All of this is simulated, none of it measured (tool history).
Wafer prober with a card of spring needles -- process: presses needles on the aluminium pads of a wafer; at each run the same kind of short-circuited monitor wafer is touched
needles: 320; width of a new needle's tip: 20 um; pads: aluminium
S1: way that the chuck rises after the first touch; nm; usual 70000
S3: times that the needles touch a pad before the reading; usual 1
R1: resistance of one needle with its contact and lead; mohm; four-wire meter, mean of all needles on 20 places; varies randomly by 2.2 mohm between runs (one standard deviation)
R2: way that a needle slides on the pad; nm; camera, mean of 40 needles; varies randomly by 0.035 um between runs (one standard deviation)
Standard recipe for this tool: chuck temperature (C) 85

Run 1, hour 0.0: usual settings. Result: R1 248 mohm, R2 15640 nm.
At hour 7.7: tips cleaned on abrasive film.
Run 2, hour 7.7: usual settings. Result: R1 249 mohm, R2 15620 nm.
At hour 15.3: tips cleaned on abrasive film.
Run 3, hour 15.3: usual settings. Result: R1 248 mohm, R2 15670 nm.
Run 4, hour 21.8: usual settings. Result: R1 245 mohm, R2 15660 nm.
At hour 22.8: tips cleaned on abrasive film.
At hour 30.4: tips cleaned on abrasive film.
Run 5, hour 31.2: usual settings. Result: R1 248 mohm, R2 15730 nm.
At hour 38.0: tips cleaned on abrasive film.
Run 6, hour 38.1: usual settings. Result: R1 251 mohm, R2 15660 nm.
Run 7, hour 42.6: usual settings. Result: R1 248 mohm, R2 15730 nm.
At hour 45.4: tips cleaned on abrasive film.
Run 8, hour 46.9: usual settings but S1 78000 nm. Result: R1 245 mohm, R2 17550 nm.

The next listed run, before its measurement:
At hour 52.9: tips cleaned on abrasive film.
Run 9, hour 55.2: usual settings but S1 78000 nm. Result: R1 ?, R2 ?.

{"run 9": {"R1": 246, "R2": 17550}}
Had the tool carried no hidden state, the very same run would have given R1 246 mohm, R2 17440 nm.
